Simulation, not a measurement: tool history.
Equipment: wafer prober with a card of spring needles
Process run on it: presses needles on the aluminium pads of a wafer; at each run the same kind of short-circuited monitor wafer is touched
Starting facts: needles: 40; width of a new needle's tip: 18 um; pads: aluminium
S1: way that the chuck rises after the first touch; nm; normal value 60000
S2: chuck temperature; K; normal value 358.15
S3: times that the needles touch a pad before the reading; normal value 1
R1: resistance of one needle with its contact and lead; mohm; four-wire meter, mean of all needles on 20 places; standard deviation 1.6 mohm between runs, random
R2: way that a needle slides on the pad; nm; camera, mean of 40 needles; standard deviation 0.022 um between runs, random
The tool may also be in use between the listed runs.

| run | hour | S1 | S2 | S3 | R1 | R2 |
|---|---|---|---|---|---|---|
| 1 | 0.0 | 60000 | 358.15 | 1 | 252 | 9050 |
|  | 6.2 | tips cleaned on abrasive film |
| 2 | 9.9 | 60000 | 306.15 | 1 | 256 | 9070 |
|  | 12.8 | tips cleaned on abrasive film |
|  | 19.3 | tips cleaned on abrasive film |
| 3 | 20.9 | 60000 | 358.15 | 1 | 261 | 9050 |
|  | 26.5 | tips cleaned on abrasive film |
|  | 33.3 | tips cleaned on abrasive film |
| 4 | 38.8 | 60000 | 358.15 | 1 | 271 | 8990 |
|  | 40.5 | tips cleaned on abrasive film |
|  | 47.2 | tips cleaned on abrasive film |
| 5 | 49.0 | 60000 | 358.15 | 1 | 260 | 8970 |
|  | 53.6 | tips cleaned on abrasive film |
|  | 60.1 | tips cleaned on abrasive film |
| 6 | 65.9 | 60000 | 358.15 | 1 | 273 | 8980 |
|  | 66.8 | tips cleaned on abrasive film |
|  | 73.6 | tips cleaned on abrasive film |
| 7 | 73.6 | 60000 | 358.15 | 1 | 251 | 8960 |
|  | 80.3 | tips cleaned on abrasive film |
|  | 87.3 | tips cleaned on abrasive film |
| 8 | 91.4 | 60000 | 358.15 | 1 | 269 | 8920 |
|  | 94.3 | tips cleaned on abrasive film |
|  | 101.1 | tips cleaned on abrasive film |
| 9 | 107.0 | 60000 | 358.15 | 1 | 274 | 8890 |
|  | 108.7 | tips cleaned on abrasive film |
|  | 115.6 | tips cleaned on abrasive film |
| 10 | 115.6 | 60000 | 358.15 | 1 | 251 | 8910 |
|  | 123.3 | tips cleaned on abrasive film |
|  | 129.7 | tips cleaned on abrasive film |
| 11 | 132.8 | 60000 | 358.15 | 1 | 267 | 8790 |
|  | 137.1 | tips cleaned on abrasive film |
|  | 143.7 | tips cleaned on abrasive film |
| 12 | 147.0 | 60000 | 358.15 | 1 | 265 | 8860 |
|  | 150.5 | tips cleaned on abrasive film |
| 13 | 155.9 | 60000 | 358.15 | 1 | 272 | 8780 |
|  | 157.4 | tips cleaned on abrasive film |
|  | 164.0 | tips cleaned on abrasive film |
| 14 | 166.3 | 60000 | 358.15 | 1 | 265 | 8780 |
|  | 171.7 | tips cleaned on abrasive film |
| 15 | 175.4 | 60000 | 358.15 | 1 | 271 | 8770 |
|  | 176.7 | height of the first contact set anew |
|  | 178.3 | tips cleaned on abrasive film |
|  | 185.1 | tips cleaned on abrasive film |
|  | 191.7 | tips cleaned on abrasive film |
| 16 | 192.1 | 60000 | 358.15 | 1 | 253 | 8560 |
|  | 199.2 | tips cleaned on abrasive film |
|  | 207.0 | tips cleaned on abrasive film |
| 17 | 209.0 | 60000 | 358.15 | 1 | 264 | 8510 |
|  | 214.1 | tips cleaned on abrasive film |
|  | 220.9 | tips cleaned on abrasive film |
| 18 | 224.4 | 60000 | 358.15 | 1 | 268 | 8490 |
|  | 228.4 | tips cleaned on abrasive film |
| 19 | 233.4 | 60000 | 358.15 | 1 | 274 | 8470 |
|  | 234.8 | tips cleaned on abrasive film |
|  | 241.2 | tips cleaned on abrasive film |
| 20 | 241.2 | 58000 | 299.15 | 3 | 238 | 8150 |
|  | 248.2 | tips cleaned on abrasive film |
| 21 | 250.3 | 58000 | 299.15 | 3 | 241 | 8140 |
|  | 253.1 | height of the first contact set anew, once more |
|  | 255.3 | tips cleaned on abrasive film |
| 22 | 260.8 | 58000 | 299.15 | 3 | 244 | 8760 |
|  | 261.8 | tips cleaned on abrasive film |
|  | 269.3 | tips cleaned on abrasive film |
|  | 276.8 | tips cleaned on abrasive film |
| 23 | 277.8 | 58000 | 299.15 | 3 | 238 | 8730 |
|  | 283.2 | tips cleaned on abrasive film |
|  | 290.3 | tips cleaned on abrasive film |
| 24 | 290.3 | 58000 | 299.15 | 3 | 238 | 8730 |
|  | 297.4 | tips cleaned on abrasive film |
| 25 | 298.2 | 58000 | 299.15 | 3 | 239 | 8750 |
|  | 304.5 | tips cleaned on abrasive film |
| 26 | 306.0 | 60000 | 338.15 | 1 | 258 | 9020 |
|  | 311.2 | tips cleaned on abrasive film |
|  | 318.2 | tips cleaned on abrasive film |
| 27 | 318.6 | 57000 | 314.15 | 1 | 247 | 8520 |
|  | 325.1 | tips cleaned on abrasive film |
|  | 331.7 | tips cleaned on abrasive film |
| 28 | 336.2 | 42000 | 347.15 | 2 | 276 | 6220 |
|  | 338.1 | tips cleaned on abrasive film |
|  | 344.6 | tips cleaned on abrasive film |
|  | 351.4 | tips cleaned on abrasive film |
| 29 | 353.8 | 51000 | 331.15 | 2 | 260 | 7550 |
|  | 358.7 | tips cleaned on abrasive film |
| 30 | 363.6 | 51000 | 305.15 | 3 | 250 | 7560 |

What will run 31 give?
|  | 366.5 | tips cleaned on abrasive film |
|  | 373.0 | tips cleaned on abrasive film |
| 31 | 373.0 | 51000 | 305.15 | 3 | ? | ? |

Run 31 gave R1 238 mohm, R2 7480 nm.
Take away the tool's hidden state, keep the run-to-run variation as it was, and the same run would have given R1 235 mohm, R2 7710 nm.
